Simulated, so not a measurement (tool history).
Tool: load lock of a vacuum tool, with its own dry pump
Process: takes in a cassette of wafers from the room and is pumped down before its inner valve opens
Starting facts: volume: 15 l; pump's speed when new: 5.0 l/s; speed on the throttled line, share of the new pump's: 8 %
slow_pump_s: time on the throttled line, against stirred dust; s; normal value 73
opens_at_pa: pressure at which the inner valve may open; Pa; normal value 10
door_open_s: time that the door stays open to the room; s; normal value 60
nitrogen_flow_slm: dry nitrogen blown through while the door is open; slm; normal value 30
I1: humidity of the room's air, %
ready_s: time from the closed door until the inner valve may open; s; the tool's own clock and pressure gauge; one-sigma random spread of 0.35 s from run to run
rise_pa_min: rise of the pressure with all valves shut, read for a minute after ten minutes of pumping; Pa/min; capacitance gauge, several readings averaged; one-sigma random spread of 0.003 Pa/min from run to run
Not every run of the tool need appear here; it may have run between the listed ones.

Run 1, hour 0: usual settings; I1 46. Result: ready_s 93.9 s, rise_pa_min 0.043 Pa/min.
Run 2, hour 140.8: usual settings; I1 48.3. Result: ready_s 94.8 s, rise_pa_min 0.057 Pa/min.
Run 3, hour 320.6: usual settings; I1 48.9. Result: ready_s 94.7 s, rise_pa_min 0.054 Pa/min.
Run 4, hour 492.7: usual settings; I1 48.7. Result: ready_s 94.5 s, rise_pa_min 0.055 Pa/min.
Run 5, hour 628.4: usual settings; I1 46. Result: ready_s 94.7 s, rise_pa_min 0.053 Pa/min.
Run 6, hour 785.1: usual settings; I1 44.7. Result: ready_s 95.1 s, rise_pa_min 0.062 Pa/min.
Run 7, hour 867.8: usual settings; I1 43.8. Result: ready_s 94.8 s, rise_pa_min 0.058 Pa/min.
Run 8, hour 957.6: usual settings; I1 43.8. Result: ready_s 95 s, rise_pa_min 0.059 Pa/min.
Run 9, hour 1135.3: usual settings but nitrogen_flow_slm 8 slm; I1 43.7. Result: ready_s 94.7 s, rise_pa_min 0.079 Pa/min.
Run 10, hour 1233.6: usual settings but opens_at_pa 16 Pa; I1 47.5. Result: ready_s 93.5 s, rise_pa_min 0.064 Pa/min.
Run 11, hour 1335.6: usual settings but opens_at_pa 16 Pa; I1 43.9. Result: ready_s 93.4 s, rise_pa_min 0.07 Pa/min.
Run 12, hour 1415.2: usual settings but door_open_s 30 s; I1 45.5. Result: ready_s 94.8 s, rise_pa_min 0.059 Pa/min.
Run 13, hour 1576: usual settings but door_open_s 30 s; I1 45.4. Result: ready_s 94.8 s, rise_pa_min 0.057 Pa/min.
Run 14, hour 1674.3: usual settings but door_open_s 30 s; I1 46.3. Result: ready_s 94.7 s, rise_pa_min 0.063 Pa/min.
Run 15, hour 1760.7: usual settings but door_open_s 90 s; I1 45.2. Result: ready_s 94.6 s, rise_pa_min 0.085 Pa/min.
Run 16, hour 1875: usual settings but opens_at_pa 9 Pa; I1 44.4. Result: ready_s 96 s, rise_pa_min 0.077 Pa/min.
Run 17, hour 2021.5: usual settings; I1 43.2. Result: ready_s 94.7 s, rise_pa_min 0.075 Pa/min.
Run 18, hour 2099.7: usual settings; I1 41.1. Result: ready_s 95.1 s, rise_pa_min 0.076 Pa/min.
Run 19, hour 2220: usual settings but slow_pump_s 77 s, opens_at_pa 17 Pa; I1 46.4. Result: ready_s 96.5 s, rise_pa_min 0.082 Pa/min.
Run 20, hour 2321.8: usual settings but slow_pump_s 77 s, opens_at_pa 17 Pa; I1 43.3. Result: ready_s 97.5 s, rise_pa_min 0.081 Pa/min.
Run 21, hour 2447.7: usual settings but slow_pump_s 63 s, opens_at_pa 9 Pa, door_open_s 28 s, nitrogen_flow_slm 21 slm; I1 46.7. Result: ready_s 85.7 s, rise_pa_min 0.08 Pa/min.
Run 22, hour 2550: usual settings but slow_pump_s 55 s, opens_at_pa 16 Pa, nitrogen_flow_slm 10 slm; I1 43.3. Result: ready_s 77 s, rise_pa_min 0.095 Pa/min.
Run 23, hour 2670: usual settings but slow_pump_s 55 s, opens_at_pa 16 Pa, nitrogen_flow_slm 10 slm; I1 42.8. Result: ready_s 76.8 s, rise_pa_min 0.103 Pa/min.
Run 24, hour 2853.4: usual settings but opens_at_pa 17 Pa; I1 42.4. Result: ready_s 93.4 s, rise_pa_min 0.087 Pa/min.
Run 25, hour 3036: usual settings but slow_pump_s 48 s, opens_at_pa 11 Pa, door_open_s 27 s, nitrogen_flow_slm 10 slm; I1 44.4. Result: ready_s 72.4 s, rise_pa_min 0.096 Pa/min.
Run 26, hour 3168.9: usual settings but door_open_s 148 s; I1 43.8. Result: ready_s 95 s, rise_pa_min 0.12 Pa/min.
Run 27, hour 3345.5: usual settings but slow_pump_s 65 s, opens_at_pa 13 Pa, door_open_s 205 s, nitrogen_flow_slm 43 slm; I1 47.2. Result: ready_s 86.3 s, rise_pa_min 0.131 Pa/min.
Run 28, hour 3488.7: usual settings but slow_pump_s 65 s, opens_at_pa 13 Pa, door_open_s 226 s, nitrogen_flow_slm 6 slm; I1 45. Result: ready_s 87.1 s, rise_pa_min 0.195 Pa/min.
Run 29, hour 3662.6: usual settings but opens_at_pa 15 Pa, door_open_s 103 s; I1 49.3. Result: ready_s 94.1 s, rise_pa_min 0.126 Pa/min.
Run 30, hour 3786.3: usual settings but slow_pump_s 51 s, opens_at_pa 19 Pa, door_open_s 103 s; I1 46.1. Result: ready_s 73.3 s, rise_pa_min 0.122 Pa/min.
Run 31, hour 3943.2: usual settings but nitrogen_flow_slm 4 slm; I1 44.8. Result: ready_s 95.4 s, rise_pa_min 0.142 Pa/min.
Run 32, hour 4079: usual settings but nitrogen_flow_slm 4 slm; I1 42.8. Result: ready_s 95.1 s, rise_pa_min 0.141 Pa/min.
Run 33, hour 4192.4: usual settings but slow_pump_s 72 s, door_open_s 190 s, nitrogen_flow_slm 34 slm; I1 45.2. Result: ready_s 94.4 s, rise_pa_min 0.152 Pa/min.
Run 34, hour 4304.9: usual settings but slow_pump_s 72 s, door_open_s 190 s, nitrogen_flow_slm 34 slm; I1 44.3. Result: ready_s 94.6 s, rise_pa_min 0.149 Pa/min.
Run 35, hour 4449.3: usual settings but slow_pump_s 72 s, door_open_s 190 s, nitrogen_flow_slm 34 slm; I1 42.1. Result: ready_s 94.8 s, rise_pa_min 0.147 Pa/min.
Run 36, hour 4591.6: usual settings but slow_pump_s 72 s, door_open_s 190 s, nitrogen_flow_slm 34 slm; I1 46.2. Result: ready_s 95.3 s, rise_pa_min 0.153 Pa/min.

Selected run-to-run steps in ready_s, each split into two signed amounts: the part the tool would show with no hidden state at all (from settings, incoming material and random variation), and the remainder, which goes to the hidden state together with any gauge scatter not common to the measured and the hidden-state-free results:
The tool's hidden condition here consists of: pump's speed, % of a new pump's; leak at the door's seal, Pa l/s; drift of the gauge itself on ready_s, %; drift of the gauge itself on rise_pa_min, %.
Run 2 -> 3: no setting touched and nothing written in the log between the runs. ready_s -0.1 s: hidden state +0.1, all else -0.2.
Run 6 -> 7: no setting touched and nothing written in the log between the runs. ready_s -0.3 s: hidden state +0.1, all else -0.4.
Run 8 -> 9: nitrogen_flow_slm 30 -> 8. ready_s -0.3 s: hidden state +0.1, all else -0.4.
Run 24 -> 25: slow_pump_s 73 -> 48, opens_at_pa 17 -> 11, door_open_s 60 -> 27, nitrogen_flow_slm 30 -> 10. ready_s -21 s: hidden state +0.1, all else -21.1.
Run 25 -> 26: slow_pump_s 48 -> 73, opens_at_pa 11 -> 10, door_open_s 27 -> 148, nitrogen_flow_slm 10 -> 30. ready_s +22.6 s: hidden state +0, all else +22.6.
Run 30 -> 31: slow_pump_s 51 -> 73, opens_at_pa 19 -> 10, door_open_s 103 -> 60, nitrogen_flow_slm 30 -> 4. ready_s +22.1 s: hidden state +0.1, all else +22.

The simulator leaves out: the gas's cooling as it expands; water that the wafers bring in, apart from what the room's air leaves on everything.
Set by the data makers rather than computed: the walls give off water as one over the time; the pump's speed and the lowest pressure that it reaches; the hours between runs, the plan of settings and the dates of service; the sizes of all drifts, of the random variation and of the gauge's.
